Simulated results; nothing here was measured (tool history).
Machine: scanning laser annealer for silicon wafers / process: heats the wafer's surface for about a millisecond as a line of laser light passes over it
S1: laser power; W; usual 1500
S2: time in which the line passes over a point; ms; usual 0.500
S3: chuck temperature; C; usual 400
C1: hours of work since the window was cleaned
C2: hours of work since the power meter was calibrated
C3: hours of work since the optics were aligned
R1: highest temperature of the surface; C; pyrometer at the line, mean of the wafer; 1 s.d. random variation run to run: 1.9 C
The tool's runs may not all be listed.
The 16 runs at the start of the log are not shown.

run   hour    S1     S2   S3   C1   C2   C3    R1
 17  313.4  1341  0.426  378   44  266  114  1002
 18  328.8  1341  0.426  378   54  277  125  1003
 19  339.8  1315  0.551  435   61  284  132  1114
 20  357.5  1315  0.551  435   73  296  144  1115
 21  382.2  1549  0.508  435   89  312  160  1234
 22  399.0  1549  0.508  435  100  323  171  1229
 23  424.1  1502  0.508  404  117  340  188  1169
 24  439.9  1500  0.596  416  128  351  199  1232
 25  464.8  1422  0.554  421  144  367  215  1160
 26  482.3  1422  0.554  421  156  379  227  1162
 27  504.7  1500  0.605  390  171  394  242  1212
 28  517.1  1444  0.362  377  179  402  250  1007
 29  534.9  1444  0.362  377  191  414  262  1008
 30  546.6  1500  0.354  400  199  422  270  1047

Each row is a separate what-if for the run after 30, all from the same tool condition, not one after another. Results?
  A  560.4  1500  0.367  400  208  431  279   ?
  B  560.4  1303  0.568  418  208  431  279   ?
  C  560.4  1500  0.354  388  208  431  279   ?
  D  560.4  1317  0.437  360  208  431  279   ?
  E  560.4  1500  0.504  388  208  431  279   ?

run    R1
  A  1060
  B  1091
  C  1037
  D   970
  E  1142
Stripped of hidden state, with their random variation kept, the same runs would have yielded:
run    R1
  A  1076
  B  1108
  C  1053
  D   985
  E  1161
